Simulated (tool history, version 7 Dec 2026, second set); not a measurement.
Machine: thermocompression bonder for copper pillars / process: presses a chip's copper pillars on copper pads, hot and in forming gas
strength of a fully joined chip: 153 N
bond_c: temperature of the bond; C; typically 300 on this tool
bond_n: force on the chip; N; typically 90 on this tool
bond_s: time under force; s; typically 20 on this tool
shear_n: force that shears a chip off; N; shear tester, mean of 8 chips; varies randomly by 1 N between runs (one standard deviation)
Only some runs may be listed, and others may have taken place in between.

Run 1, hour 0.0: usual settings. Result: shear_n 86.7 N.
Run 2, hour 6.6: usual settings. Result: shear_n 85.4 N.
Run 3, hour 12.0: usual settings but bond_c 274 C. Result: shear_n 64.3 N.
Run 4, hour 16.8: usual settings but bond_c 271 C. Result: shear_n 62.0 N.
Run 5, hour 25.3: usual settings but bond_c 271 C. Result: shear_n 62.0 N.
Run 6, hour 33.4: usual settings but bond_c 275 C. Result: shear_n 66.8 N.
Run 7, hour 40.5: usual settings but bond_c 285 C. Result: shear_n 72.9 N.
Run 8, hour 48.6: usual settings but bond_n 134 N, bond_s 50 s. Result: shear_n 134.5 N.
Run 9, hour 52.6: usual settings but bond_c 329 C, bond_n 59 N, bond_s 25 s. Result: shear_n 81.2 N.
Run 10, hour 59.5: usual settings but bond_n 72 N, bond_s 15 s. Result: shear_n 62.0 N.
Run 11, hour 67.2: usual settings but bond_n 72 N, bond_s 15 s. Result: shear_n 61.5 N.

Measured minus without-hidden-state, run by run (identical run-to-run variation in each term; gauge scatter may differ):
Hidden state at play: true temperature of the bond over the reading, C; force that reaches the chip, % of what is set; oxide that the forming gas leaves, % of the face; drift of the gauge itself on shear_n, %.
run  shear_n
  1     -3.9
  2     -4.0
  3     -3.6
  4     -3.6
  5     -3.7
  6     -4.1
  7     -4.4
  8     -5.6
  9     -4.8
 10     -4.2
 11     -4.3

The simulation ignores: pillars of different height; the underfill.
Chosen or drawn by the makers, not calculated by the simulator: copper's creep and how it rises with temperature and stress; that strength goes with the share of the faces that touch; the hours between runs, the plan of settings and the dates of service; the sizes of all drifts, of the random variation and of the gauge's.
